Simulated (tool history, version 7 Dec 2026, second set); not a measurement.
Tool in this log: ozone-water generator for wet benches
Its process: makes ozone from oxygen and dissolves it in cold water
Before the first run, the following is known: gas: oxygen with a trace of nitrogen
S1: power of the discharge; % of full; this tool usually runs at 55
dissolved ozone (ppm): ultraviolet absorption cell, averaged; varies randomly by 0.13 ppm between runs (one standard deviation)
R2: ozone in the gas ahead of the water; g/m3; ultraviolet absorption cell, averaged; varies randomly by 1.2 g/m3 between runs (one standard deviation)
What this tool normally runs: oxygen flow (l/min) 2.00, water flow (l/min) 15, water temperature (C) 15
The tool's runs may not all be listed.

Run 1, hour 0.0: usual settings. Result: dissolved ozone (ppm) 11.9, R2 201.3 g/m3.
Run 2, hour 87.9: usual settings. Result: dissolved ozone (ppm) 11.6, R2 200.5 g/m3.
Run 3, hour 164.6: usual settings but water flow (l/min) 18. Result: dissolved ozone (ppm) 9.6, R2 200.6 g/m3.
Run 4, hour 256.8: usual settings but water flow (l/min) 18. Result: dissolved ozone (ppm) 9.7, R2 197.0 g/m3.
Run 5, hour 355.3: usual settings but water flow (l/min) 18. Result: dissolved ozone (ppm) 9.5, R2 197.4 g/m3.
Run 6, hour 424.4: usual settings but water flow (l/min) 18. Result: dissolved ozone (ppm) 9.4, R2 199.0 g/m3.
Run 7, hour 469.2: usual settings but water flow (l/min) 18. Result: dissolved ozone (ppm) 9.7, R2 197.2 g/m3.
Run 8, hour 526.5: usual settings but water flow (l/min) 18. Result: dissolved ozone (ppm) 9.4, R2 197.8 g/m3.
Run 9, hour 592.9: usual settings but water flow (l/min) 18. Result: dissolved ozone (ppm) 9.5, R2 197.4 g/m3.
Run 10, hour 655.0: usual settings but S1 52 % of full, water flow (l/min) 10, water temperature (C) 19. Result: dissolved ozone (ppm) 15.2, R2 186.9 g/m3.
Run 11, hour 724.5: usual settings but S1 44 % of full, water flow (l/min) 20, water temperature (C) 9. Result: dissolved ozone (ppm) 7.5, R2 167.0 g/m3.
Run 12, hour 818.3: usual settings but S1 44 % of full, water flow (l/min) 10, water temperature (C) 21. Result: dissolved ozone (ppm) 13.0, R2 165.5 g/m3.
Run 13, hour 878.9: usual settings but S1 65 % of full, oxygen flow (l/min) 1.26. Result: dissolved ozone (ppm) 11.3, R2 276.3 g/m3.
Run 14, hour 929.0: usual settings but S1 65 % of full, oxygen flow (l/min) 1.26. Result: dissolved ozone (ppm) 11.3, R2 279.3 g/m3.

Here are 5 independent what-if runs from the current tool condition. What would each one return?
Run A, hour 1036.3: usual settings but S1 99 % of full, oxygen flow (l/min) 1.93, water flow (l/min) 14. Result: dissolved ozone (ppm) ?, R2 ?.
Run B, hour 1036.3: usual settings but S1 47 % of full, oxygen flow (l/min) 2.61, water flow (l/min) 11. Result: dissolved ozone (ppm) ?, R2 ?.
Run C, hour 1036.3: usual settings but oxygen flow (l/min) 2.20. Result: dissolved ozone (ppm) ?, R2 ?.
Run D, hour 1036.3: usual settings but S1 65 % of full, oxygen flow (l/min) 1.91. Result: dissolved ozone (ppm) ?, R2 ?.
Run E, hour 1036.3: usual settings but S1 65 % of full, oxygen flow (l/min) 1.26, water flow (l/min) 9. Result: dissolved ozone (ppm) ?, R2 ?.

run  dissolved ozone (ppm)     R2
  A                   18.4  304.6
  B                   13.4  151.7
  C                   11.3  188.3
  D                   12.4  224.4
  E                   18.5  278.1
Without the tool's unlogged condition, the same runs would have read:
run  dissolved ozone (ppm)     R2
  A                   23.7  382.4
  B                   15.6  171.2
  C                   13.4  217.4
  D                   15.1  265.2
  E                   22.4  328.7
